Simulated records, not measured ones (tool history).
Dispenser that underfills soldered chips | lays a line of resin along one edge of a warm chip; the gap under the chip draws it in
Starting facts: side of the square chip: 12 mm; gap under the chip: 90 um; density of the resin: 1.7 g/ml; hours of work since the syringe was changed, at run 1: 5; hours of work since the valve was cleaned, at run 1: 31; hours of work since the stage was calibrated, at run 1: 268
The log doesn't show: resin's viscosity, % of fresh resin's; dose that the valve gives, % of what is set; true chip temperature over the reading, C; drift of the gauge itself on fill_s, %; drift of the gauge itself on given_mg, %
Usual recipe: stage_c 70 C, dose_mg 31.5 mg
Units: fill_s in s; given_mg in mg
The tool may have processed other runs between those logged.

run,day,stage_c,dose_mg,hours of work since the syringe was changed,hours of work since the valve was cleaned,hours of work since the stage was calibrated,fill_s,given_mg
1,0.000,70,31.5,5,31,268,21.7,31.01
2,0.283,70,31.5,10,35,272,26.9,30.71
# day 0.354: new syringe of resin
3,0.704,72,31.5,6,42,279,20.5,30.81
4,0.950,70,31.5,9,46,283,25.8,30.62
# day 1.017: new syringe of resin
5,1.258,70,31.5,4,50,288,21.5,30.58
6,1.525,70,31.5,8,55,292,26.4,30.34
# day 1.671: new syringe of resin
7,1.933,70,31.5,4,61,298,21.1,30.30
# day 2.338: new syringe of resin
# day 2.379: dispensing valve cleaned and set on the balance
8,2.379,65,31.5,0,0,304,22.5,31.31
9,2.592,57,34.5,3,3,308,36.3,34.25
10,2.808,70,31.3,7,7,311,24.8,31.20

The next listed run, before its measurement:
# day 3.033: new syringe of resin
11,3.042,74,30.0,0,10,315,?,?

For run 11 the tool returned fill_s 15.7 s, given_mg 29.89 mg.
If the tool had no hidden condition, the same run with the same run-to-run variation would have returned fill_s 14.8 s, given_mg 30.14 mg.
